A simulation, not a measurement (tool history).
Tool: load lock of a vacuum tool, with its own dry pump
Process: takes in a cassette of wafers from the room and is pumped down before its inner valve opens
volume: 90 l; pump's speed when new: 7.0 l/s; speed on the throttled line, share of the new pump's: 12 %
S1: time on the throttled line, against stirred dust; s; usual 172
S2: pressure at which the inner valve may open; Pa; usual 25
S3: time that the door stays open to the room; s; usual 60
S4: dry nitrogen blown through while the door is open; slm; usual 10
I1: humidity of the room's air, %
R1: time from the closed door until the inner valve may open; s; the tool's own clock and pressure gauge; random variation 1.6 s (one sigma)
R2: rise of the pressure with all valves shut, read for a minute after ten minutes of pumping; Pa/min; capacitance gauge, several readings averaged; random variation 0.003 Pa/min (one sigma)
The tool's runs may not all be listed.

{"run": 1, "hour": 0.0, "S1": 172, "S2": 25, "S3": 60, "S4": 10, "I1": 46.8, "R1": 276.1, "R2": 0.54}
{"run": 2, "hour": 323.0, "S1": 172, "S2": 25, "S3": 60, "S4": 10, "I1": 44.8, "R1": 276.0, "R2": 0.558}
{"run": 3, "hour": 801.5, "S1": 172, "S2": 25, "S3": 60, "S4": 10, "I1": 45.4, "R1": 281.2, "R2": 0.573}
{"hour": 1427.1, "done": "dry pump taken out, an overhauled one fitted"}
{"run": 4, "hour": 1427.1, "S1": 172, "S2": 25, "S3": 60, "S4": 10, "I1": 48.3, "R1": 257.6, "R2": 0.599}
{"run": 5, "hour": 2057.8, "S1": 172, "S2": 25, "S3": 60, "S4": 10, "I1": 43.3, "R1": 260.6, "R2": 0.644}
{"run": 6, "hour": 2350.2, "S1": 172, "S2": 25, "S3": 60, "S4": 10, "I1": 47.0, "R1": 259.3, "R2": 0.665}
{"run": 7, "hour": 3040.1, "S1": 172, "S2": 25, "S3": 60, "S4": 10, "I1": 45.7, "R1": 262.1, "R2": 0.693}
{"run": 8, "hour": 3655.4, "S1": 172, "S2": 25, "S3": 60, "S4": 10, "I1": 44.9, "R1": 259.3, "R2": 0.732}
{"hour": 3935.1, "done": "door's seal changed, seat wiped"}
{"run": 9, "hour": 3957.7, "S1": 172, "S2": 25, "S3": 60, "S4": 10, "I1": 46.2, "R1": 261.0, "R2": 0.028}
{"run": 10, "hour": 4541.7, "S1": 172, "S2": 25, "S3": 176, "S4": 32, "I1": 43.9, "R1": 259.9, "R2": 0.023}
{"run": 11, "hour": 4837.5, "S1": 272, "S2": 25, "S3": 86, "S4": 8, "I1": 45.4, "R1": 349.3, "R2": 0.038}
{"run": 12, "hour": 5446.5, "S1": 172, "S2": 31, "S3": 60, "S4": 10, "I1": 47.6, "R1": 258.8, "R2": 0.042}

4 ways to go on from here, each from the tool as it stands after run 12. What would each give?
{"run": "A", "hour": 5782.8, "S1": 172, "S2": 22, "S3": 155, "S4": 10, "I1": 46.4, "R1": "?", "R2": "?"}
{"run": "B", "hour": 5782.8, "S1": 172, "S2": 25, "S3": 207, "S4": 10, "I1": 45.3, "R1": "?", "R2": "?"}
{"run": "C", "hour": 5782.8, "S1": 172, "S2": 33, "S3": 60, "S4": 10, "I1": 45.5, "R1": "?", "R2": "?"}
{"run": "D", "hour": 5782.8, "S1": 300, "S2": 31, "S3": 39, "S4": 10, "I1": 46.4, "R1": "?", "R2": "?"}

run=A R1=263.1 R2=0.056
run=B R1=262.7 R2=0.065
run=C R1=257.9 R2=0.046
run=D R1=373.0 R2=0.038
Without the tool's hidden state the same runs would have given:
run=A R1=258.5 R2=0.034
run=B R1=258.2 R2=0.043
run=C R1=253.6 R2=0.024
run=D R1=369.4 R2=0.016
